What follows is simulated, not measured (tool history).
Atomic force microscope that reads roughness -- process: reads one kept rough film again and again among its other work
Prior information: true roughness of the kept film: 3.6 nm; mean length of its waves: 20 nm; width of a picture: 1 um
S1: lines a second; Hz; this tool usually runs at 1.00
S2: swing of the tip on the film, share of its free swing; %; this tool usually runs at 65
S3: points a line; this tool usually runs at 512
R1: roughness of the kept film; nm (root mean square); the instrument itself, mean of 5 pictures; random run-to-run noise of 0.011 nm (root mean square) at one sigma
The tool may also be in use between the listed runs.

| run | hour | S1 | S2 | S3 | R1 |
|---|---|---|---|---|---|
| 1 | 0.0 | 1.00 | 65 | 512 | 2.496 |
|  | 8.0 | new tip fitted |
| 2 | 13.7 | 1.00 | 65 | 512 | 2.495 |
| 3 | 20.0 | 0.63 | 65 | 512 | 2.568 |
| 4 | 30.9 | 0.63 | 65 | 512 | 2.560 |
| 5 | 40.7 | 0.63 | 65 | 512 | 2.550 |
| 6 | 46.9 | 0.63 | 65 | 512 | 2.570 |
| 7 | 57.9 | 1.00 | 65 | 333 | 2.461 |
| 8 | 65.1 | 2.93 | 65 | 333 | 2.254 |
| 9 | 76.6 | 1.83 | 65 | 512 | 2.430 |
| 10 | 85.8 | 1.00 | 65 | 512 | 2.510 |
| 11 | 91.5 | 1.00 | 65 | 356 | 2.478 |
| 12 | 98.3 | 1.00 | 65 | 356 | 2.464 |
| 13 | 107.4 | 1.00 | 65 | 512 | 2.510 |
| 14 | 113.7 | 1.00 | 65 | 512 | 2.481 |
| 15 | 119.8 | 0.52 | 65 | 512 | 2.552 |
| 16 | 132.7 | 0.52 | 65 | 512 | 2.549 |
| 17 | 145.8 | 1.42 | 60 | 319 | 2.442 |
| 18 | 152.0 | 1.42 | 60 | 319 | 2.461 |
| 19 | 161.1 | 1.42 | 60 | 319 | 2.443 |
| 20 | 173.0 | 1.42 | 60 | 319 | 2.466 |
|  | 182.3 | new tip fitted |
| 21 | 183.2 | 2.13 | 60 | 319 | 2.432 |
| 22 | 192.8 | 0.54 | 84 | 719 | 2.456 |
| 23 | 206.3 | 1.00 | 65 | 400 | 2.494 |
| 24 | 219.3 | 1.87 | 65 | 502 | 2.401 |
| 25 | 227.3 | 1.87 | 65 | 502 | 2.409 |
| 26 | 234.6 | 1.75 | 59 | 954 | 2.492 |
| 27 | 243.3 | 1.75 | 59 | 954 | 2.493 |

Branching from run 27: 4 alternative next runs. What would each branch give?
| A | 255.6 | 1.75 | 59 | 435 | ? |
| B | 255.6 | 1.31 | 65 | 478 | ? |
| C | 255.6 | 0.80 | 59 | 550 | ? |
| D | 255.6 | 1.75 | 82 | 954 | ? |

| run | R1 |
|---|---|
| A | 2.463 |
| B | 2.460 |
| C | 2.559 |
| D | 2.169 |
Without the tool's unlogged condition, the same runs would have read:
| run | R1 |
|---|---|
| A | 2.469 |
| B | 2.466 |
| C | 2.565 |
| D | 2.174 |
